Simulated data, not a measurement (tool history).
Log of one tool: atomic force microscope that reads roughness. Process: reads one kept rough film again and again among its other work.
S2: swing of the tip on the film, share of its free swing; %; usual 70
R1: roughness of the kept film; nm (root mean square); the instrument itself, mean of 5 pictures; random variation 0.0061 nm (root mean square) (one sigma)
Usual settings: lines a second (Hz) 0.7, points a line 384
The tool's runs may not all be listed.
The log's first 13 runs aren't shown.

{"run": 14, "hour": 98.9, "lines a second (Hz)": 0.7, "S2": 70, "points a line": 384, "R1": 1.635}
{"run": 15, "hour": 105.1, "lines a second (Hz)": 0.7, "S2": 70, "points a line": 384, "R1": 1.622}
{"run": 16, "hour": 109.8, "lines a second (Hz)": 0.867, "S2": 70, "points a line": 384, "R1": 1.623}
{"run": 17, "hour": 117.0, "lines a second (Hz)": 2.897, "S2": 70, "points a line": 288, "R1": 1.57}
{"run": 18, "hour": 125.3, "lines a second (Hz)": 0.7, "S2": 70, "points a line": 850, "R1": 1.616}
{"hour": 131.1, "done": "new tip fitted"}
{"run": 19, "hour": 131.1, "lines a second (Hz)": 0.7, "S2": 62, "points a line": 259, "R1": 1.664}
{"run": 20, "hour": 139.3, "lines a second (Hz)": 0.7, "S2": 73, "points a line": 991, "R1": 1.656}
{"run": 21, "hour": 146.1, "lines a second (Hz)": 0.7, "S2": 73, "points a line": 991, "R1": 1.657}
{"run": 22, "hour": 155.9, "lines a second (Hz)": 0.7, "S2": 86, "points a line": 344, "R1": 1.613}
{"run": 23, "hour": 160.5, "lines a second (Hz)": 0.7, "S2": 86, "points a line": 344, "R1": 1.61}
{"run": 24, "hour": 165.8, "lines a second (Hz)": 0.7, "S2": 86, "points a line": 344, "R1": 1.597}
{"run": 25, "hour": 171.5, "lines a second (Hz)": 2.974, "S2": 70, "points a line": 326, "R1": 1.566}

Run 26 comes next. What will it give?
{"run": 26, "hour": 178.0, "lines a second (Hz)": 2.974, "S2": 70, "points a line": 326, "R1": "?"}

Run 26 gave R1 1.555 nm (root mean square).
Without the tool's hidden state the same run would have given R1 1.588 nm (root mean square).

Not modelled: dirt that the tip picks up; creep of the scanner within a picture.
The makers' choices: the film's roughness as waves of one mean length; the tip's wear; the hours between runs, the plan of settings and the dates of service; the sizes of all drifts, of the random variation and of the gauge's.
